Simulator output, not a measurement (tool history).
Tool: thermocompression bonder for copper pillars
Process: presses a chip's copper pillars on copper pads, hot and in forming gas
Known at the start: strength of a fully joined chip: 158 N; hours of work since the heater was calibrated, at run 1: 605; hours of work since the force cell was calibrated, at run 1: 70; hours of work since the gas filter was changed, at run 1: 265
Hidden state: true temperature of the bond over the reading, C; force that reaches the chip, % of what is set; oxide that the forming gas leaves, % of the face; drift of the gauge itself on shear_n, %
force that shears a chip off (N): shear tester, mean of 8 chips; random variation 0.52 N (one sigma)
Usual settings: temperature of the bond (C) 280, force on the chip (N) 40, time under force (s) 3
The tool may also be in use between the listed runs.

run   hour  temperature of the bond (C)  force on the chip (N)  time under force (s)  hours of work since the heater was calibrated  hours of work since the force cell was calibrated  hours of work since the gas filter was changed  force that shears a chip off (N)
  1      0                          280                     40                     3                                            605                                                 70                                             265                              87.1
  2    8.9                          280                     40                     3                                            609                                                 74                                             269                              86.2
  3   18.3                          280                     40                     3                                            614                                                 78                                             274                              86.3
  4   24.5                          280                     40                     3                                            617                                                 81                                             277                              86.2
  5   32.8                          280                     40                     3                                            621                                                 85                                             281                              86.9
  6     40                          280                     40                     3                                            624                                                 88                                             284                              86.4
  7   50.7                          280                     40                     3                                            629                                                 93                                             289                              86.4
  8     58                          280                     60                     3                                            632                                                 97                                             292                               105
  9   67.5                          280                     60                     3                                            637                                                101                                             297                             104.1
 10   75.7                          280                     60                     3                                            641                                                105                                             301                             104.7
 11   84.2                          280                     60                     3                                            645                                                109                                             305                             104.9
 12   91.9                          280                     60                     3                                            648                                                113                                             308                             105.1
      94.9  -- forming gas filter changed
 13  101.7                          280                     40                     6                                            653                                                117                                               3                             109.8
 14  111.8                          280                     40                     6                                            657                                                122                                               8                             109.7
 15  119.9                          272                     40                     3                                            661                                                125                                              12                              83.5
 16  126.5                          272                     40                     3                                            664                                                129                                              15                                83
 17    132                          280                     40                     6                                            667                                                131                                              17                             109.9
 18  136.6                          280                     40                     8                                            669                                                133                                              20                             118.1
 19    143                          280                     40                     7                                            672                                                136                                              23                             114.6
 20  148.7                          280                     40                     7                                            675                                                139                                              25                             114.4
 21    155                          280                     40                     7                                            678                                                142                                              28                             114.5
     156.9  -- force cell calibrated
 22    166                          280                     40                     7                                            682                                                  4                                              33                             113.8
 23  173.4                          280                     48                     7                                            686                                                  8                                              36                               123
 24  179.7                          280                     48                     7                                            689                                                 11                                              39                             123.1
 25  189.2                          278                     25                     3                                            693                                                 15                                              43                              66.3
 26    194                          278                     25                     3                                            695                                                 17                                              46                              67.3
 27  203.4                          278                     25                     3                                            700                                                 22                                              50                              66.9
 28  211.3                          270                     40                     4                                            703                                                 25                                              54                              88.1
     215.3  -- force cell calibrated, once more
 29  218.6                          284                     40                     3                                            706                                                  2                                              57                              92.6
 30  225.1                          280                     32                     3                                            709                                                  5                                              60                              78.9
 31  233.2                          263                     47                     3                                            713                                                  8                                              63                              80.9
 32  240.5                          263                     47                     3                                            716                                                 12                                              67                                81
 33  249.4                          303                     28                     2                                            721                                                 16                                              71                                81
 34  254.4                          270                     33                     4                                            723                                                 18                                              73                                79
 35  264.2                          270                     33                     4                                            727                                                 23                                              78                              78.8
 36    271                          260                     33                     4                                            731                                                 26                                              81                              68.6
 37  278.4                          267                     33                     3                                            734                                                 30                                              85                              68.9
 38    287                          267                     33                     3                                            738                                                 34                                              89                              68.4
 39    297                          267                     33                     3                                            743                                                 38                                              93                              68.8

Forecast each of these 5 alternatives for the next run:
  A  304.6                          280                     49                     6                                            746                                                 42                                              97                                 ?
  B  304.6                          260                     36                     3                                            746                                                 42                                              97                                 ?
  C  304.6                          267                     52                     2                                            746                                                 42                                              97                                 ?
  D  304.6                          267                     59                     7                                            746                                                 42                                              97                                 ?
  E  304.6                          277                     56                     5                                            746                                                 42                                              97                                 ?

run  force that shears a chip off (N)
  A                               118
  B                              66.6
  C                              78.4
  D                             118.8
  E                               116
Without the tool's hidden state the same runs would have given:
run  force that shears a chip off (N)
  A                             125.9
  B                                74
  C                              86.3
  D                               127
  E                               124
